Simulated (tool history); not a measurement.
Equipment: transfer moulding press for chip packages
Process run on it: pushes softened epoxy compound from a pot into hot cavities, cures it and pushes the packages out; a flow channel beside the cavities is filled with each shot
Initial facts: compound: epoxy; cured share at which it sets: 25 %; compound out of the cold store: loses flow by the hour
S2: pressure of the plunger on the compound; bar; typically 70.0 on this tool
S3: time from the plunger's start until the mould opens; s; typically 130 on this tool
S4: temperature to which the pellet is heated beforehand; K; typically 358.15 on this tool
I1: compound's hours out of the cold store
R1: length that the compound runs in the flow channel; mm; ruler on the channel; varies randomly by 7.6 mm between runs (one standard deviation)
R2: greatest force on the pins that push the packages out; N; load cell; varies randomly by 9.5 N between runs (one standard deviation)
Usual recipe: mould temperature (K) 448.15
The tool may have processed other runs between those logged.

Run 1, hour 0.0: usual settings; I1 47.1. Result: R1 757 mm, R2 720 N.
At hour 10.5: cavities cleaned with cleaning compound and waxed.
Run 2, hour 15.0: usual settings; I1 47.8. Result: R1 755 mm, R2 474 N.
Run 3, hour 39.0: usual settings but mould temperature (K) 456.15; I1 32.4. Result: R1 767 mm, R2 537 N.
Run 4, hour 52.8: usual settings but mould temperature (K) 456.15, S3 147 s; I1 16.2. Result: R1 804 mm, R2 597 N.
Run 5, hour 62.6: usual settings but mould temperature (K) 456.15, S3 147 s; I1 22.9. Result: R1 784 mm, R2 625 N.
Run 6, hour 85.1: usual settings but mould temperature (K) 456.15, S3 147 s; I1 30.2. Result: R1 756 mm, R2 669 N.
At hour 88.6: cavities cleaned with cleaning compound and waxed.
Run 7, hour 110.4: usual settings but S2 84.2 bar, S4 356.15 K; I1 12.1. Result: R1 918 mm, R2 594 N.
Run 8, hour 125.1: usual settings but S2 84.2 bar, S4 356.15 K; I1 18.6. Result: R1 899 mm, R2 647 N.
At hour 129.0: mould's thermocouples calibrated.
Run 9, hour 148.3: usual settings but S2 84.2 bar, S4 356.15 K; I1 43.4. Result: R1 819 mm, R2 721 N.
At hour 168.2: cavities cleaned with cleaning compound and waxed.
Run 10, hour 172.2: usual settings but mould temperature (K) 454.15, S2 68.7 bar, S3 123 s, S4 364.15 K; I1 45.0. Result: R1 717 mm, R2 446 N.
Run 11, hour 189.3: usual settings but mould temperature (K) 446.15, S2 81.8 bar; I1 37.2. Result: R1 830 mm, R2 636 N.
Run 12, hour 212.5: usual settings but mould temperature (K) 446.15, S2 81.8 bar; I1 42.4. Result: R1 819 mm, R2 714 N.

What if the next run were any one of these 5? Each begins from the tool's condition after run 12:
Run A, hour 229.3: usual settings but S4 363.15 K; I1 19.7. Result: R1 ?, R2 ?.
Run B, hour 229.3: usual settings but S2 72.8 bar, S4 357.15 K; I1 13.4. Result: R1 ?, R2 ?.
Run C, hour 229.3: usual settings but mould temperature (K) 446.15, S2 81.8 bar, S3 117 s, S4 361.15 K; I1 30.9. Result: R1 ?, R2 ?.
Run D, hour 229.3: usual settings but mould temperature (K) 445.15, S2 55.4 bar, S4 367.15 K; I1 36.4. Result: R1 ?, R2 ?.
Run E, hour 229.3: usual settings but mould temperature (K) 446.15, S2 81.8 bar, S4 356.15 K; I1 26.2. Result: R1 ?, R2 ?.

run   R1   R2
  A  807  735
  B  833  730
  C  849  923
  D  691  802
  E  854  817
Stripped of hidden state, with their random variation kept, the same runs would have yielded:
run   R1   R2
  A  868  427
  B  896  424
  C  913  520
  D  743  458
  E  918  470
